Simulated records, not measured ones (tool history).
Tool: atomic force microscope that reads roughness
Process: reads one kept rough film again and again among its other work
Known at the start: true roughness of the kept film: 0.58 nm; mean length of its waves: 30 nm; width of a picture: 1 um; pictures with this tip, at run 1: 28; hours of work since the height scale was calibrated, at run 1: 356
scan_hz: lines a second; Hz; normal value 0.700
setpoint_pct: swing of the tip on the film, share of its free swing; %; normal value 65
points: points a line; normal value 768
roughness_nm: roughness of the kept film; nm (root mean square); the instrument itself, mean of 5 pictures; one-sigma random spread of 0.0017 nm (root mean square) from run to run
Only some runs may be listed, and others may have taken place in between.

run,hour,scan_hz,setpoint_pct,points,pictures with this tip,hours of work since the height scale was calibrated,roughness_nm
1,0.0,0.700,65,768,28,356,0.558
2,45.7,0.700,86,768,105,380,0.527
3,84.4,0.700,86,768,170,401,0.527
4,112.7,0.700,86,768,217,416,0.525
5,145.7,0.700,65,325,273,433,0.553
# hour 177.3: new tip fitted
6,199.8,1.252,65,325,38,462,0.539
7,238.2,1.252,63,325,102,482,0.544
8,284.8,1.252,63,325,181,507,0.544
9,322.0,1.252,63,325,243,527,0.542
10,359.3,0.700,65,395,306,547,0.552
# hour 372.7: new tip fitted
11,389.0,0.700,65,258,27,562,0.549
12,442.2,0.700,81,768,116,590,0.538
13,490.4,0.700,81,768,197,616,0.535
14,525.0,0.700,81,768,256,634,0.535
15,551.2,0.700,81,768,300,648,0.535
# hour 565.7: new tip fitted
16,595.9,0.700,65,768,51,672,0.558
17,650.6,0.700,65,768,143,701,0.557
18,677.3,0.700,65,768,188,715,0.555
19,707.4,0.700,65,768,238,731,0.555
20,730.8,0.700,65,768,278,743,0.558
# hour 758.6: new tip fitted
21,786.7,1.771,65,768,47,773,0.536
22,843.0,1.771,65,768,141,803,0.538
23,877.4,1.771,65,768,199,821,0.534
24,935.7,1.313,70,768,297,852,0.534
# hour 953.9: new tip fitted
25,966.3,1.313,70,768,21,868,0.538
26,1020.6,1.313,70,768,112,897,0.536
27,1058.7,1.268,81,329,176,917,0.509
28,1082.5,1.268,81,329,216,930,0.508
29,1133.4,3.525,61,411,302,957,0.514
# hour 1148.1: new tip fitted
30,1165.5,1.283,81,686,29,973,0.510
31,1213.7,1.697,63,716,110,999,0.539
32,1259.2,1.697,60,422,186,1023,0.544

Forecast run 33:
33,1285.2,0.700,65,265,230,1037,?

roughness_nm: 0.547 nm (root mean square)
With the hidden condition absent and the run-to-run variation left alone, this run would have shown roughness_nm 0.547 nm (root mean square).
